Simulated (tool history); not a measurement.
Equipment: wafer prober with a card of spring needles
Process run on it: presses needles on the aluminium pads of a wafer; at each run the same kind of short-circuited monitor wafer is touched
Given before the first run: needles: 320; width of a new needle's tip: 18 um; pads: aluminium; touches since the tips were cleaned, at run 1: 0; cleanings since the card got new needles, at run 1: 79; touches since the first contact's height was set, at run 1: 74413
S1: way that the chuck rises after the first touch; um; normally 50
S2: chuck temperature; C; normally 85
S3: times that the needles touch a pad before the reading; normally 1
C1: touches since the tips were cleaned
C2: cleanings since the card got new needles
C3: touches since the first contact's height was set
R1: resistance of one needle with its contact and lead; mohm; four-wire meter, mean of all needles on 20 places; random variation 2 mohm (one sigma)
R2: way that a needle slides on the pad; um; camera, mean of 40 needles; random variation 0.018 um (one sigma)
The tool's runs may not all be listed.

| run | day | S1 | S2 | S3 | C1 | C2 | C3 | R1 | R2 |
|---|---|---|---|---|---|---|---|---|---|
| 1 | 0 | 50 | 85 | 1 | 0 | 79 | 74413 | 229 | 6.5 |
|  | 0.846 | tips cleaned on abrasive film |
|  | 1.767 | tips cleaned on abrasive film |
|  | 2.667 | tips cleaned on abrasive film |
| 2 | 2.888 | 50 | 85 | 1 | 1916 | 82 | 99238 | 345 | 6.47 |
|  | 3.483 | tips cleaned on abrasive film |
|  | 4.442 | tips cleaned on abrasive film |
|  | 5.421 | tips cleaned on abrasive film |
| 3 | 6.062 | 50 | 85 | 1 | 5539 | 85 | 126514 | 431 | 6.42 |
|  | 6.262 | tips cleaned on abrasive film |
|  | 7.254 | tips cleaned on abrasive film |
| 4 | 7.879 | 50 | 85 | 1 | 5424 | 87 | 142140 | 449 | 6.36 |
|  | 8.083 | tips cleaned on abrasive film |
|  | 9.008 | tips cleaned on abrasive film |
|  | 9.996 | tips cleaned on abrasive film |
|  | 10.842 | tips cleaned on abrasive film |
| 5 | 10.842 | 50 | 85 | 1 | 0 | 91 | 167548 | 248 | 6.29 |
|  | 11.792 | tips cleaned on abrasive film |
|  | 12.675 | tips cleaned on abrasive film |
|  | 13.079 | height of the first contact set anew |
|  | 13.625 | tips cleaned on abrasive film |
| 6 | 13.65 | 50 | 85 | 1 | 227 | 94 | 4921 | 255 | 6.07 |
|  | 14.446 | tips cleaned on abrasive film |
|  | 15.371 | tips cleaned on abrasive film |
| 7 | 15.662 | 37 | 85 | 1 | 2513 | 96 | 22216 | 568 | 4.32 |
|  | 16.258 | tips cleaned on abrasive film |
|  | 17.183 | tips cleaned on abrasive film |
| 8 | 17.467 | 37 | 85 | 1 | 2426 | 98 | 37696 | 511 | 4.29 |
|  | 18.004 | tips cleaned on abrasive film |
|  | 18.954 | tips cleaned on abrasive film |
| 9 | 19.329 | 37 | 85 | 1 | 3244 | 100 | 53716 | 621 | 4.24 |
|  | 19.917 | tips cleaned on abrasive film |
|  | 20.817 | tips cleaned on abrasive film |
|  | 21.758 | tips cleaned on abrasive film |
|  | 22.646 | tips cleaned on abrasive film |
| 10 | 22.646 | 33 | 85 | 1 | 0 | 104 | 82177 | 343 | 3.65 |
|  | 23.554 | tips cleaned on abrasive film |
|  | 24.346 | tips cleaned on abrasive film |
|  | 25.308 | tips cleaned on abrasive film |
| 11 | 25.658 | 50 | 85 | 1 | 3032 | 107 | 108070 | 432 | 5.87 |
|  | 26.254 | tips cleaned on abrasive film |
|  | 27.171 | tips cleaned on abrasive film |
| 12 | 27.338 | 50 | 85 | 1 | 1433 | 109 | 122496 | 363 | 5.83 |
|  | 28.033 | tips cleaned on abrasive film |
|  | 28.875 | tips cleaned on abrasive film |
|  | 29.812 | tips cleaned on abrasive film |
| 13 | 30.267 | 50 | 85 | 1 | 3916 | 112 | 147660 | 488 | 5.79 |
|  | 30.608 | tips cleaned on abrasive film |
|  | 31.571 | tips cleaned on abrasive film |
|  | 31.779 | height of the first contact set anew, once more |
|  | 32.512 | tips cleaned on abrasive film |
| 14 | 32.762 | 50 | 85 | 2 | 2168 | 115 | 8434 | 295 | 6.66 |
|  | 33.312 | tips cleaned on abrasive film |
|  | 34.254 | tips cleaned on abrasive film |
| 15 | 34.492 | 50 | 85 | 2 | 2031 | 117 | 23286 | 310 | 6.63 |
|  | 35.225 | tips cleaned on abrasive film |
|  | 36.2 | tips cleaned on abrasive film |
| 16 | 36.729 | 43 | 30 | 1 | 4576 | 119 | 42544 | 518 | 5.65 |
|  | 37.075 | tips cleaned on abrasive film |
|  | 38.004 | tips cleaned on abrasive film |
| 17 | 38.475 | 43 | 30 | 1 | 4074 | 121 | 57532 | 482 | 5.66 |

Estimate the outcome of run 18 from the log above:
|  | 38.867 | tips cleaned on abrasive film |
|  | 39.821 | tips cleaned on abrasive film |
| 18 | 40.425 | 43 | 30 | 1 | 5232 | 123 | 74285 | ? | ? |

{"run 18": {"R1": 553, "R2": 5.6}}
If the tool had no hidden condition, the same run with the same run-to-run variation would have returned R1 204 mohm, R2 5.74 um.
